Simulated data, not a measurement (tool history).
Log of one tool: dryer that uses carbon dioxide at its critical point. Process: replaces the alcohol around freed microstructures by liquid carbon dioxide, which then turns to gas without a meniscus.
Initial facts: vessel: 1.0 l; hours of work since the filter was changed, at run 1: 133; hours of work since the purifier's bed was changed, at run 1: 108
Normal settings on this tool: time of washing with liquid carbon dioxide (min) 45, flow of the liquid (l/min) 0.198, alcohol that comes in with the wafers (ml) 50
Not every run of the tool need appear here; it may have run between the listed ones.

run   hour  time of washing with liquid carbon dioxide (min)  flow of the liquid (l/min)  alcohol that comes in with the wafers (ml)  hours of work since the filter was changed  hours of work since the purifier's bed was changed  alcohol left in the vessel before it's heated (ppm by volume)
  1    0.0                                                45                       0.198                                          50                                         133                                                 108                                                            123
  2   12.8                                                45                       0.198                                          50                                         139                                                 115                                                            123
  3   26.0                                                45                       0.198                                          50                                         146                                                 121                                                            132
  4   41.6                                                45                       0.198                                          50                                         154                                                 129                                                            130
  5   53.5                                                45                       0.198                                          50                                         160                                                 135                                                            125
  6   61.2                                                45                       0.198                                          50                                         164                                                 139                                                            137
  7   77.1                                                45                       0.198                                          50                                         172                                                 147                                                            140
  8   85.2                                                45                       0.198                                          23                                         176                                                 152                                                             63
  9  102.7                                                45                       0.198                                          23                                         185                                                 160                                                             77
 10  120.2                                                45                       0.198                                          23                                         194                                                 169                                                             84
 11  128.0                                                36                       0.198                                          31                                         198                                                 173                                                            273

Run 12 is up next; what results do you expect?
 12  145.3                                                36                       0.198                                          31                                         206                                                 182                                                              ?

Run 12 measured alcohol left in the vessel before it's heated (ppm by volume) 259.
Without the tool's hidden state the same run would have given alcohol left in the vessel before it's heated (ppm by volume) 182.
